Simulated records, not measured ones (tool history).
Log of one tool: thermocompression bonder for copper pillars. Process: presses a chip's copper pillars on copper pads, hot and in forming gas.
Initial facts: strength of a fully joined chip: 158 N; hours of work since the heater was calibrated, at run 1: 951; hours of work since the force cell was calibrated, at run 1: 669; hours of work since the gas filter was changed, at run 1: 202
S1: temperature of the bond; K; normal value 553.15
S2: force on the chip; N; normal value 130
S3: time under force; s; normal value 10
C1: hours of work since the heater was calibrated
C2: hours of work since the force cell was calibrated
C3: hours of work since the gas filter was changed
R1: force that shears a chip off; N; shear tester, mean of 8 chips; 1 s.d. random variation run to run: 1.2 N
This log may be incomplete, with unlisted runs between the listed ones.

{"run": 1, "hour": 0.0, "S1": 553.15, "S2": 130, "S3": 10, "C1": 951, "C2": 669, "C3": 202, "R1": 108.9}
{"run": 2, "hour": 70.4, "S1": 553.15, "S2": 130, "S3": 10, "C1": 999, "C2": 716, "C3": 249, "R1": 105.3}
{"hour": 125.1, "done": "forming gas filter changed"}
{"run": 3, "hour": 162.9, "S1": 553.15, "S2": 130, "S3": 10, "C1": 1061, "C2": 778, "C3": 26, "R1": 115.6}
{"run": 4, "hour": 253.7, "S1": 553.15, "S2": 130, "S3": 10, "C1": 1122, "C2": 840, "C3": 87, "R1": 114}
{"run": 5, "hour": 312.7, "S1": 553.15, "S2": 130, "S3": 10, "C1": 1162, "C2": 879, "C3": 127, "R1": 111}
{"run": 6, "hour": 385.9, "S1": 553.15, "S2": 130, "S3": 10, "C1": 1211, "C2": 929, "C3": 176, "R1": 107.6}
{"run": 7, "hour": 473.3, "S1": 553.15, "S2": 130, "S3": 10, "C1": 1270, "C2": 988, "C3": 235, "R1": 108.4}
{"hour": 548.8, "done": "forming gas filter changed"}
{"run": 8, "hour": 559.5, "S1": 553.15, "S2": 130, "S3": 25, "C1": 1328, "C2": 1046, "C3": 7, "R1": 136}
{"run": 9, "hour": 616.1, "S1": 553.15, "S2": 130, "S3": 25, "C1": 1367, "C2": 1084, "C3": 45, "R1": 135.7}
{"run": 10, "hour": 662.4, "S1": 553.15, "S2": 130, "S3": 25, "C1": 1398, "C2": 1115, "C3": 77, "R1": 136.7}
{"run": 11, "hour": 745.2, "S1": 553.15, "S2": 130, "S3": 10, "C1": 1454, "C2": 1171, "C3": 133, "R1": 113.8}
{"run": 12, "hour": 816.9, "S1": 553.15, "S2": 130, "S3": 10, "C1": 1502, "C2": 1219, "C3": 181, "R1": 110.5}
{"run": 13, "hour": 859.2, "S1": 553.15, "S2": 130, "S3": 10, "C1": 1531, "C2": 1248, "C3": 210, "R1": 109.5}
{"hour": 918.8, "done": "heater calibrated with a thermocouple chip"}
{"run": 14, "hour": 927.5, "S1": 572.15, "S2": 130, "S3": 10, "C1": 6, "C2": 1293, "C3": 254, "R1": 118.3}
{"hour": 971.9, "done": "forming gas filter changed"}
{"run": 15, "hour": 1016.2, "S1": 568.15, "S2": 108, "S3": 27, "C1": 65, "C2": 1352, "C3": 30, "R1": 136.8}
{"run": 16, "hour": 1100.6, "S1": 543.15, "S2": 128, "S3": 27, "C1": 122, "C2": 1409, "C3": 87, "R1": 124.6}
{"run": 17, "hour": 1174.8, "S1": 543.15, "S2": 128, "S3": 27, "C1": 173, "C2": 1459, "C3": 137, "R1": 123.2}
{"run": 18, "hour": 1245.3, "S1": 553.15, "S2": 106, "S3": 10, "C1": 220, "C2": 1507, "C3": 185, "R1": 97.2}
{"run": 19, "hour": 1336.1, "S1": 553.15, "S2": 106, "S3": 10, "C1": 281, "C2": 1568, "C3": 246, "R1": 94.1}
{"hour": 1392.3, "done": "forming gas filter changed"}
{"run": 20, "hour": 1405.9, "S1": 553.15, "S2": 83, "S3": 10, "C1": 328, "C2": 1615, "C3": 9, "R1": 88.9}
{"run": 21, "hour": 1467.1, "S1": 553.15, "S2": 87, "S3": 10, "C1": 369, "C2": 1656, "C3": 50, "R1": 89.2}
{"run": 22, "hour": 1555.3, "S1": 553.15, "S2": 87, "S3": 10, "C1": 429, "C2": 1716, "C3": 110, "R1": 88}
{"hour": 1566.5, "done": "force cell calibrated"}
{"run": 23, "hour": 1632.9, "S1": 541.15, "S2": 131, "S3": 10, "C1": 480, "C2": 45, "C3": 161, "R1": 96.6}
{"run": 24, "hour": 1680.6, "S1": 541.15, "S2": 131, "S3": 10, "C1": 513, "C2": 77, "C3": 194, "R1": 93.9}
{"run": 25, "hour": 1738.5, "S1": 581.15, "S2": 114, "S3": 8, "C1": 552, "C2": 116, "C3": 233, "R1": 111.7}
{"run": 26, "hour": 1811.2, "S1": 581.15, "S2": 114, "S3": 8, "C1": 601, "C2": 165, "C3": 282, "R1": 110.8}
{"hour": 1815.4, "done": "forming gas filter changed"}
{"run": 27, "hour": 1864.6, "S1": 581.15, "S2": 114, "S3": 8, "C1": 636, "C2": 201, "C3": 33, "R1": 122.4}

Some steps in R1 between neighbouring runs. How much of each would the tool show without its hidden state too (settings, what came in, random variation), and how much is left for the hidden state, with any gauge scatter that isn't in both results?
Hidden state present: true temperature of the bond over the reading, C; force that reaches the chip, % of what is set; oxide that the forming gas leaves, % of the face; drift of the gauge itself on shear_n, %.
Run 7 -> 8: S3 10 -> 25, forming gas filter changed. R1 +27.6 N: hidden state +7.2, all else +20.4.
Run 14 -> 15: S1 572.15 -> 568.15, S2 130 -> 108, S3 10 -> 27, forming gas filter changed. R1 +18.5 N: hidden state +10.1, all else +8.4.
Run 17 -> 18: S1 543.15 -> 553.15, S2 128 -> 106, S3 27 -> 10. R1 -26 N: hidden state +0.4, all else -26.4.
Run 26 -> 27: forming gas filter changed. R1 +11.6 N: hidden state +11.1, all else +0.5.
